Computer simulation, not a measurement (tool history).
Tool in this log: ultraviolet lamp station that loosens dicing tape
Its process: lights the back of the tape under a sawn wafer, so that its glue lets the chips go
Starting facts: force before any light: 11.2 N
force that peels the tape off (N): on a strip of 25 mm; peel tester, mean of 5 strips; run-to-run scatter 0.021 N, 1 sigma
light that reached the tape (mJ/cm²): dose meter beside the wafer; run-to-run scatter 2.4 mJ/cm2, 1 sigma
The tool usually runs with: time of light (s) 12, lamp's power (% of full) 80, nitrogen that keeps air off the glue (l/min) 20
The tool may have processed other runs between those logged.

run,hour,time of light (s),lamp's power (% of full),nitrogen that keeps air off the glue (l/min),force that peels the tape off (N),light that reached the tape (mJ/cm²)
1,0.0,12,80,20,1.018,253
2,13.7,12,80,20,1.038,253
3,21.4,12,80,20,1.041,254
4,33.5,12,80,8,1.572,255
5,40.8,12,80,8,1.551,255
6,56.6,12,80,8,1.605,250
7,73.9,12,80,6,1.840,256
8,91.1,8,61,28,3.004,129
9,108.1,8,61,28,2.993,128
10,116.3,10,61,27,2.186,162
11,130.2,16,80,39,0.364,338

Consider 4 possible next runs. They are alternatives, not a sequence: every one starts from the tool as it was left by run 11. What does each give?
A,138.2,21,65,32,?,?
B,138.2,12,72,20,?,?
C,138.2,16,65,39,?,?
D,138.2,13,80,12,?,?

run,force that peels the tape off (N),light that reached the tape (mJ/cm²)
A,0.338,354
B,1.344,230
C,0.649,276
D,1.094,276
Without the tool's unlogged condition, the same runs would have read:
run,force that peels the tape off (N),light that reached the tape (mJ/cm²)
A,0.336,355
B,1.337,231
C,0.645,277
D,1.088,277

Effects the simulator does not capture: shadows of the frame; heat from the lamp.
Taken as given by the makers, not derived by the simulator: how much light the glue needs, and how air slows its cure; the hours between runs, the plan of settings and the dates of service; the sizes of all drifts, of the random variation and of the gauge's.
